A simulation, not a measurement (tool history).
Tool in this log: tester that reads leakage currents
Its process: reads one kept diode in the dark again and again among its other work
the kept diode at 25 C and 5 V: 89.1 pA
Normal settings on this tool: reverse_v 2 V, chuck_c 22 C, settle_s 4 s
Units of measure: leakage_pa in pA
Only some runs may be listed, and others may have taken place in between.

run     day  reverse_v  chuck_c  settle_s  leakage_pa
  1       0          2       22         4       40.94
      2.625  -- chuck's temperature calibrated
  2     5.5      12.71       22         4      115.04
  3   8.504          2       22         4       40.83
     10.592  -- probe card cleaned and baked
  4  12.204          2       22         4       40.95
  5  17.621       7.82       22         4       87.77
  6  22.375       1.87       22         4       39.18
  7  26.617          2       42         4      225.26
  8  30.279          2       42         4       226.7
  9   33.25          2       42      5.33      226.05
 10  36.775          2       42      5.33      225.36
 11  41.617        2.8       30       0.6      100.46
 12  45.996      13.64       41      3.97      606.42
 13   50.85      13.64       41      4.76      607.95
 14  54.421       2.51       22         4       46.42
 15  57.212       6.78       22      7.15       81.35
 16  61.683      17.97       48      0.78      1236.7
 17  65.575      17.97       42         6      769.44
 18  69.329      17.97       42         6      774.46
 19  71.583      17.97       42         6      768.69
 20  74.221        1.1       51      2.08      328.23

Run by run, hidden condition taken away, random variation retained:
Hidden conditions of the tool in this case: stray current of the dirty probe card, pA a volt; current scale over the true one, %; true chuck temperature over the reading, C; drift of the gauge itself on leakage_pa, %.
run  leakage_pa
  1       40.88
  2      114.91
  3        40.8
  4       40.95
  5       87.74
  6       39.16
  7      225.19
  8      226.62
  9      225.96
 10      225.27
 11       100.4
 12      606.06
 13      607.55
 14       46.37
 15       81.25
 16     1235.78
 17      768.76
 18      773.73
 19      767.95
 20      327.97
